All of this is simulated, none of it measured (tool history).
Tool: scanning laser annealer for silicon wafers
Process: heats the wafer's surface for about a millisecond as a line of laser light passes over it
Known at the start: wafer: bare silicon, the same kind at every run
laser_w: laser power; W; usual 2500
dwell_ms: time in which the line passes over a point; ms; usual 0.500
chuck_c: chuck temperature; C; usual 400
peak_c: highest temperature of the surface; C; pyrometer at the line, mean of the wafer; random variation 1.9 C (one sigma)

{"run": 1, "hour": 0.0, "laser_w": 2500, "dwell_ms": 0.5, "chuck_c": 400, "peak_c": 1204}
{"run": 2, "hour": 50.6, "laser_w": 2637, "dwell_ms": 0.5, "chuck_c": 400, "peak_c": 1253}
{"run": 3, "hour": 107.0, "laser_w": 2637, "dwell_ms": 0.5, "chuck_c": 400, "peak_c": 1250}
{"run": 4, "hour": 143.6, "laser_w": 2193, "dwell_ms": 0.5, "chuck_c": 400, "peak_c": 1086}
{"run": 5, "hour": 188.8, "laser_w": 2500, "dwell_ms": 0.5, "chuck_c": 400, "peak_c": 1195}
{"run": 6, "hour": 229.4, "laser_w": 2500, "dwell_ms": 0.5, "chuck_c": 400, "peak_c": 1193}
{"run": 7, "hour": 277.4, "laser_w": 2500, "dwell_ms": 0.5, "chuck_c": 400, "peak_c": 1195}
{"run": 8, "hour": 312.8, "laser_w": 2316, "dwell_ms": 0.5, "chuck_c": 400, "peak_c": 1125}
{"run": 9, "hour": 343.1, "laser_w": 2316, "dwell_ms": 0.5, "chuck_c": 400, "peak_c": 1125}
{"run": 10, "hour": 391.3, "laser_w": 2500, "dwell_ms": 0.5, "chuck_c": 400, "peak_c": 1189}
{"run": 11, "hour": 435.6, "laser_w": 2500, "dwell_ms": 0.5, "chuck_c": 400, "peak_c": 1189}
{"run": 12, "hour": 478.1, "laser_w": 2500, "dwell_ms": 0.5, "chuck_c": 400, "peak_c": 1182}
{"run": 13, "hour": 527.5, "laser_w": 2500, "dwell_ms": 0.5, "chuck_c": 400, "peak_c": 1185}
{"hour": 575.2, "done": "optics aligned, line set to its width"}
{"run": 14, "hour": 587.6, "laser_w": 2500, "dwell_ms": 0.5, "chuck_c": 400, "peak_c": 1204}
{"run": 15, "hour": 633.3, "laser_w": 2500, "dwell_ms": 0.5, "chuck_c": 400, "peak_c": 1199}
{"run": 16, "hour": 680.2, "laser_w": 2500, "dwell_ms": 0.5, "chuck_c": 400, "peak_c": 1198}
{"run": 17, "hour": 712.1, "laser_w": 2500, "dwell_ms": 0.5, "chuck_c": 400, "peak_c": 1197}
{"run": 18, "hour": 741.3, "laser_w": 2500, "dwell_ms": 0.5, "chuck_c": 400, "peak_c": 1193}
{"run": 19, "hour": 798.1, "laser_w": 2152, "dwell_ms": 0.5, "chuck_c": 400, "peak_c": 1068}
{"run": 20, "hour": 838.6, "laser_w": 2478, "dwell_ms": 0.5, "chuck_c": 400, "peak_c": 1184}
{"run": 21, "hour": 875.0, "laser_w": 2500, "dwell_ms": 0.5, "chuck_c": 415, "peak_c": 1206}
{"run": 22, "hour": 925.9, "laser_w": 2500, "dwell_ms": 0.5, "chuck_c": 439, "peak_c": 1228}
{"run": 23, "hour": 950.6, "laser_w": 2500, "dwell_ms": 0.5, "chuck_c": 440, "peak_c": 1228}
{"run": 24, "hour": 999.7, "laser_w": 2691, "dwell_ms": 0.45, "chuck_c": 398, "peak_c": 1213}
{"run": 25, "hour": 1057.4, "laser_w": 2230, "dwell_ms": 0.566, "chuck_c": 400, "peak_c": 1130}
{"run": 26, "hour": 1086.1, "laser_w": 2230, "dwell_ms": 0.566, "chuck_c": 400, "peak_c": 1128}
{"hour": 1090.6, "done": "window over the wafer cleaned"}
{"run": 27, "hour": 1125.3, "laser_w": 2236, "dwell_ms": 0.51, "chuck_c": 384, "peak_c": 1111}
{"hour": 1133.6, "done": "laser's power meter calibrated"}
{"run": 28, "hour": 1178.3, "laser_w": 2236, "dwell_ms": 0.51, "chuck_c": 384, "peak_c": 1113}
{"run": 29, "hour": 1217.7, "laser_w": 2529, "dwell_ms": 0.5, "chuck_c": 376, "peak_c": 1205}
{"hour": 1266.8, "done": "laser's power meter calibrated, once more"}
{"run": 30, "hour": 1278.0, "laser_w": 2529, "dwell_ms": 0.5, "chuck_c": 376, "peak_c": 1190}
{"run": 31, "hour": 1308.1, "laser_w": 2393, "dwell_ms": 0.5, "chuck_c": 383, "peak_c": 1145}
{"run": 32, "hour": 1349.4, "laser_w": 2500, "dwell_ms": 0.449, "chuck_c": 430, "peak_c": 1189}
{"run": 33, "hour": 1396.9, "laser_w": 2261, "dwell_ms": 0.449, "chuck_c": 417, "peak_c": 1091}
{"run": 34, "hour": 1423.4, "laser_w": 2261, "dwell_ms": 0.449, "chuck_c": 417, "peak_c": 1093}
{"run": 35, "hour": 1453.0, "laser_w": 2261, "dwell_ms": 0.449, "chuck_c": 417, "peak_c": 1094}
{"run": 36, "hour": 1506.8, "laser_w": 2500, "dwell_ms": 0.616, "chuck_c": 433, "peak_c": 1312}
{"run": 37, "hour": 1555.5, "laser_w": 2500, "dwell_ms": 0.535, "chuck_c": 423, "peak_c": 1243}
{"run": 38, "hour": 1588.9, "laser_w": 2500, "dwell_ms": 0.579, "chuck_c": 423, "peak_c": 1272}
{"run": 39, "hour": 1647.5, "laser_w": 2500, "dwell_ms": 0.561, "chuck_c": 412, "peak_c": 1249}
{"run": 40, "hour": 1704.2, "laser_w": 2500, "dwell_ms": 0.471, "chuck_c": 400, "peak_c": 1169}
{"run": 41, "hour": 1732.8, "laser_w": 2635, "dwell_ms": 0.532, "chuck_c": 361, "peak_c": 1220}

3 ways to go on from here, each from the tool as it stands after run 41. What would each give?
{"run": "A", "hour": 1780.6, "laser_w": 2635, "dwell_ms": 0.532, "chuck_c": 375, "peak_c": "?"}
{"run": "B", "hour": 1780.6, "laser_w": 2218, "dwell_ms": 0.5, "chuck_c": 360, "peak_c": "?"}
{"run": "C", "hour": 1780.6, "laser_w": 2500, "dwell_ms": 0.351, "chuck_c": 406, "peak_c": "?"}

run=A peak_c=1235
run=B peak_c=1044
run=C peak_c=1075
Without the tool's hidden state the same runs would have given:
run=A peak_c=1271
run=B peak_c=1073
run=C peak_c=1102
